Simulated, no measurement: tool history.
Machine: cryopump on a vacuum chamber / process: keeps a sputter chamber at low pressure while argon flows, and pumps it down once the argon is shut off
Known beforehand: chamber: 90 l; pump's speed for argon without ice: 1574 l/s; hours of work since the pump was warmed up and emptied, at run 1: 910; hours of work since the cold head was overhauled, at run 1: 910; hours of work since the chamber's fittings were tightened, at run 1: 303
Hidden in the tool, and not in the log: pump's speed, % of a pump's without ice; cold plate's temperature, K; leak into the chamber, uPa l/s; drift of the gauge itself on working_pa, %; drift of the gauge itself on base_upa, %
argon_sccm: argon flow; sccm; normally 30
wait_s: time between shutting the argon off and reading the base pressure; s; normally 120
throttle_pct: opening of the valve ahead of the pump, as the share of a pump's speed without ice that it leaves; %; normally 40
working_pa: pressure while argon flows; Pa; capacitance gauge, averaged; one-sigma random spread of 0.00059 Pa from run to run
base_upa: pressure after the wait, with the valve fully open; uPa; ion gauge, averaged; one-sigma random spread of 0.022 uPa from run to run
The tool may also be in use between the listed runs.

| run | hour | argon_sccm | wait_s | throttle_pct | hours of work since the pump was warmed up and emptied | hours of work since the cold head was overhauled | hours of work since the chamber's fittings were tightened | working_pa | base_upa |
|---|---|---|---|---|---|---|---|---|---|
| 1 | 0.0 | 30 | 120 | 40 | 910 | 910 | 303 | 0.0852 | 0.91 |
| 2 | 20.5 | 30 | 120 | 40 | 928 | 928 | 321 | 0.0850 | 0.95 |
| 3 | 62.7 | 30 | 120 | 40 | 965 | 965 | 358 | 0.0865 | 0.98 |
| 4 | 105.1 | 36 | 120 | 40 | 1002 | 1002 | 395 | 0.1029 | 1.04 |
| 5 | 142.4 | 30 | 120 | 40 | 1034 | 1034 | 428 | 0.0870 | 1.05 |
|  | 150.5 | pump warmed up, emptied and cooled again |
| 6 | 167.9 | 30 | 120 | 40 | 15 | 1052 | 445 | 0.0801 | 0.98 |
| 7 | 198.9 | 30 | 120 | 40 | 42 | 1079 | 473 | 0.0817 | 1.06 |
| 8 | 249.1 | 30 | 120 | 40 | 86 | 1123 | 516 | 0.0807 | 1.03 |
| 9 | 280.3 | 30 | 120 | 40 | 113 | 1151 | 544 | 0.0824 | 1.13 |
| 10 | 330.3 | 30 | 120 | 36 | 157 | 1194 | 587 | 0.0904 | 1.12 |
| 11 | 376.1 | 30 | 120 | 57 | 197 | 1234 | 627 | 0.0584 | 1.21 |
| 12 | 412.9 | 30 | 120 | 55 | 229 | 1266 | 659 | 0.0597 | 1.19 |
| 13 | 436.9 | 30 | 120 | 55 | 250 | 1287 | 680 | 0.0599 | 1.22 |
| 14 | 478.9 | 30 | 120 | 55 | 287 | 1324 | 717 | 0.0609 | 1.27 |
| 15 | 505.8 | 12 | 208 | 19 | 310 | 1347 | 741 | 0.0690 | 1.16 |
| 16 | 542.0 | 12 | 208 | 19 | 342 | 1379 | 772 | 0.0681 | 1.19 |
| 17 | 562.3 | 18 | 130 | 33 | 360 | 1397 | 790 | 0.0606 | 1.31 |
| 18 | 584.4 | 18 | 130 | 33 | 379 | 1416 | 809 | 0.0605 | 1.38 |
| 19 | 614.7 | 18 | 130 | 33 | 405 | 1443 | 836 | 0.0601 | 1.38 |
| 20 | 653.7 | 18 | 130 | 33 | 439 | 1477 | 870 | 0.0599 | 1.46 |
| 21 | 695.6 | 18 | 130 | 33 | 476 | 1513 | 906 | 0.0608 | 1.54 |
| 22 | 733.9 | 18 | 130 | 33 | 509 | 1547 | 940 | 0.0604 | 1.54 |

For each run, the measured value with the value that run would have given without the tool's hidden condition subtracted. The run-to-run variation is shared by both, the gauge scatter possibly not:
| run | working_pa | base_upa |
|---|---|---|
| 1 | +0.0048 | +0.37 |
| 2 | +0.0049 | +0.38 |
| 3 | +0.0052 | +0.43 |
| 4 | +0.0066 | +0.47 |
| 5 | +0.0056 | +0.52 |
| 6 | +0.0005 | +0.43 |
| 7 | +0.0006 | +0.48 |
| 8 | +0.0009 | +0.51 |
| 9 | +0.0010 | +0.54 |
| 10 | +0.0012 | +0.59 |
| 11 | +0.0015 | +0.64 |
| 12 | +0.0016 | +0.67 |
| 13 | +0.0017 | +0.69 |
| 14 | +0.0019 | +0.74 |
| 15 | +0.0008 | +0.77 |
| 16 | +0.0009 | +0.80 |
| 17 | +0.0013 | +0.82 |
| 18 | +0.0014 | +0.84 |
| 19 | +0.0015 | +0.86 |
| 20 | +0.0016 | +0.93 |
| 21 | +0.0017 | +1.00 |
| 22 | +0.0018 | +1.01 |
